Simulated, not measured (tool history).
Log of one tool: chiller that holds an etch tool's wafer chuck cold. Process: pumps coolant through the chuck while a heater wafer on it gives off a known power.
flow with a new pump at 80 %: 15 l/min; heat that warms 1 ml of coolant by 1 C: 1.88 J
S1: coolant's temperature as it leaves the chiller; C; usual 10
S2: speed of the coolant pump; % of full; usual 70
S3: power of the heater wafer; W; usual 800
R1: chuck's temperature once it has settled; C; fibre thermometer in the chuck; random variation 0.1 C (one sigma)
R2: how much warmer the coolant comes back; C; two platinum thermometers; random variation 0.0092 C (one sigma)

run   hour  S1  S2   S3    R1     R2
  1    0.0  10  70  800  19.9  1.970
  2   56.0  10  98  800  17.6  1.416
  3   99.1  10  98  800  17.5  1.436
  4  127.0   2  98  800   9.5  1.415
  5  167.1  10  70  800  20.1  1.967
     175.6  -- coolant pump overhauled
  6  202.4  10  70  800  20.1  1.994
  7  257.3  10  70  800  20.0  1.989
  8  313.1   1  70  977  13.5  2.433
  9  341.2   1  70  554   8.3  1.372
 10  367.9   1  70  554   8.1  1.360
 11  402.2  18  64  770  28.8  2.085
 12  439.1  18  64  770  28.7  2.094
 13  483.1  10  81  975  20.9  2.111

Forecast each of these 3 alternatives for the next run:
     506.6  -- coolant pump overhauled, once more
  A  532.1  10  75  800   ?   ?
     506.6  -- coolant pump overhauled, once more
  B  532.1  10  71  554   ?   ?
     506.6  -- coolant pump overhauled, once more
  C  532.1  10  69  800   ?   ?

run    R1     R2
  A  19.4  1.824
  B  17.2  1.330
  C  20.2  1.970
Without the tool's hidden state the same runs would have given:
run    R1     R2
  A  17.7  1.815
  B  15.8  1.323
  C  18.4  1.960
